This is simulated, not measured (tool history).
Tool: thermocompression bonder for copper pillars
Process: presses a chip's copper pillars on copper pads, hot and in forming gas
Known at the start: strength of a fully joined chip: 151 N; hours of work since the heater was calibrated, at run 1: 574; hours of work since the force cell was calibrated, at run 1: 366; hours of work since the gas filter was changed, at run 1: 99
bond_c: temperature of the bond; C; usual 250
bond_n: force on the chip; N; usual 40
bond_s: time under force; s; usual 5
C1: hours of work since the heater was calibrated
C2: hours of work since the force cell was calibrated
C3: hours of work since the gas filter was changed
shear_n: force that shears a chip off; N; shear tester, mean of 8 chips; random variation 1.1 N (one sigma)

Run 1, hour 0.0: usual settings; C1 574; C2 366; C3 99. Result: shear_n 96.8 N.
Run 2, hour 21.3: usual settings; C1 590; C2 382; C3 114. Result: shear_n 94.1 N.
Run 3, hour 38.7: usual settings; C1 602; C2 394; C3 127. Result: shear_n 93.6 N.
Run 4, hour 57.9: usual settings but bond_s 3 s; C1 616; C2 408; C3 141. Result: shear_n 79.0 N.
Run 5, hour 67.9: usual settings but bond_s 3 s; C1 623; C2 415; C3 148. Result: shear_n 80.6 N.
Run 6, hour 84.6: usual settings; C1 635; C2 427; C3 160. Result: shear_n 92.0 N.
Run 7, hour 101.3: usual settings; C1 647; C2 439; C3 172. Result: shear_n 93.1 N.
Run 8, hour 112.3: usual settings but bond_s 10 s; C1 655; C2 447; C3 180. Result: shear_n 108.8 N.
Run 9, hour 131.8: usual settings but bond_s 10 s; C1 669; C2 461; C3 194. Result: shear_n 108.7 N.
Run 10, hour 151.8: usual settings but bond_s 10 s; C1 684; C2 476; C3 208. Result: shear_n 107.3 N.
Run 11, hour 162.3: usual settings but bond_s 10 s; C1 691; C2 483; C3 216. Result: shear_n 108.1 N.
Run 12, hour 174.7: usual settings but bond_c 239 C; C1 700; C2 492; C3 225. Result: shear_n 78.9 N.
Run 13, hour 188.2: usual settings but bond_c 239 C, bond_s 4 s; C1 710; C2 502; C3 235. Result: shear_n 74.4 N.
At hour 191.7: heater calibrated with a thermocouple chip.
Run 14, hour 199.5: usual settings but bond_c 239 C, bond_s 4 s; C1 6; C2 509; C3 241. Result: shear_n 71.8 N.
Run 15, hour 219.5: usual settings but bond_c 239 C, bond_s 4 s; C1 20; C2 523; C3 256. Result: shear_n 71.0 N.
At hour 226.7: forming gas filter changed.
Run 16, hour 230.0: usual settings but bond_c 239 C, bond_s 4 s; C1 27; C2 530; C3 2. Result: shear_n 77.8 N.
At hour 241.2: heater calibrated with a thermocouple chip, once more.
Run 17, hour 242.6: usual settings; C1 1; C2 538; C3 10. Result: shear_n 104.6 N.
Run 18, hour 256.4: usual settings; C1 11; C2 548; C3 20. Result: shear_n 102.8 N.
Run 19, hour 266.7: usual settings; C1 18; C2 555; C3 27. Result: shear_n 100.8 N.
Run 20, hour 285.6: usual settings; C1 32; C2 569; C3 41. Result: shear_n 100.7 N.
Run 21, hour 296.6: usual settings but bond_c 252 C, bond_n 26 N, bond_s 9 s; C1 40; C2 577; C3 49. Result: shear_n 101.4 N.
Run 22, hour 312.1: usual settings but bond_c 280 C, bond_n 54 N, bond_s 7 s; C1 51; C2 588; C3 60. Result: shear_n 132.8 N.
Run 23, hour 333.6: usual settings but bond_c 240 C, bond_n 25 N, bond_s 9 s; C1 67; C2 604; C3 76. Result: shear_n 91.1 N.
Run 24, hour 347.7: usual settings but bond_c 258 C, bond_n 41 N, bond_s 12 s; C1 77; C2 614; C3 86. Result: shear_n 128.8 N.
Run 25, hour 367.5: usual settings but bond_c 258 C, bond_n 41 N, bond_s 12 s; C1 91; C2 628; C3 100. Result: shear_n 126.3 N.
Run 26, hour 385.7: usual settings but bond_c 261 C, bond_n 25 N; C1 104; C2 641; C3 113. Result: shear_n 91.6 N.
Run 27, hour 401.9: usual settings but bond_c 271 C, bond_n 35 N, bond_s 3 s; C1 116; C2 653; C3 125. Result: shear_n 99.0 N.
Run 28, hour 412.5: usual settings but bond_c 254 C, bond_n 38 N, bond_s 4 s; C1 124; C2 660; C3 133. Result: shear_n 92.8 N.
Run 29, hour 425.4: usual settings but bond_n 36 N; C1 133; C2 670; C3 142. Result: shear_n 92.6 N.
Run 30, hour 445.3: usual settings but bond_n 36 N; C1 147; C2 684; C3 156. Result: shear_n 93.5 N.
Run 31, hour 453.9: usual settings but bond_n 36 N; C1 153; C2 690; C3 162. Result: shear_n 92.6 N.
Run 32, hour 467.6: usual settings but bond_c 273 C, bond_n 42 N, bond_s 10 s; C1 163; C2 700; C3 172. Result: shear_n 129.3 N.
Run 33, hour 477.1: usual settings but bond_c 264 C, bond_n 31 N, bond_s 13 s; C1 170; C2 707; C3 179. Result: shear_n 119.4 N.
Run 34, hour 488.4: usual settings but bond_n 34 N, bond_s 14 s; C1 178; C2 715; C3 187. Result: shear_n 114.8 N.
Run 35, hour 502.4: usual settings but bond_c 236 C, bond_n 47 N, bond_s 8 s; C1 188; C2 725; C3 197. Result: shear_n 98.0 N.
Run 36, hour 517.5: usual settings but bond_c 263 C; C1 199; C2 736; C3 208. Result: shear_n 105.1 N.
Run 37, hour 529.1: usual settings but bond_c 263 C; C1 208; C2 745; C3 217. Result: shear_n 105.8 N.
Run 38, hour 541.9: usual settings but bond_c 263 C; C1 217; C2 754; C3 226. Result: shear_n 104.4 N.
Run 39, hour 551.9: usual settings but bond_c 271 C, bond_n 56 N, bond_s 10 s; C1 224; C2 761; C3 233. Result: shear_n 128.3 N.

5 ways to go on from here, each from the tool as it stands after run 39. What would each give?
Run A, hour 572.2: usual settings but bond_c 258 C, bond_n 52 N; C1 239; C2 776; C3 248. Result: shear_n ?.
Run B, hour 572.2: usual settings but bond_n 57 N; C1 239; C2 776; C3 248. Result: shear_n ?.
Run C, hour 572.2: usual settings but bond_c 270 C, bond_s 3 s; C1 239; C2 776; C3 248. Result: shear_n ?.
Run D, hour 572.2: usual settings but bond_n 31 N; C1 239; C2 776; C3 248. Result: shear_n ?.
Run E, hour 572.2: usual settings but bond_c 238 C, bond_n 56 N, bond_s 11 s; C1 239; C2 776; C3 248. Result: shear_n ?.

run  shear_n
  A    106.0
  B    104.3
  C     95.9
  D     84.9
  E    110.9
Without the tool's hidden state the same runs would have given:
run  shear_n
  A    116.4
  B    114.7
  C    105.4
  D     93.4
  E    121.9
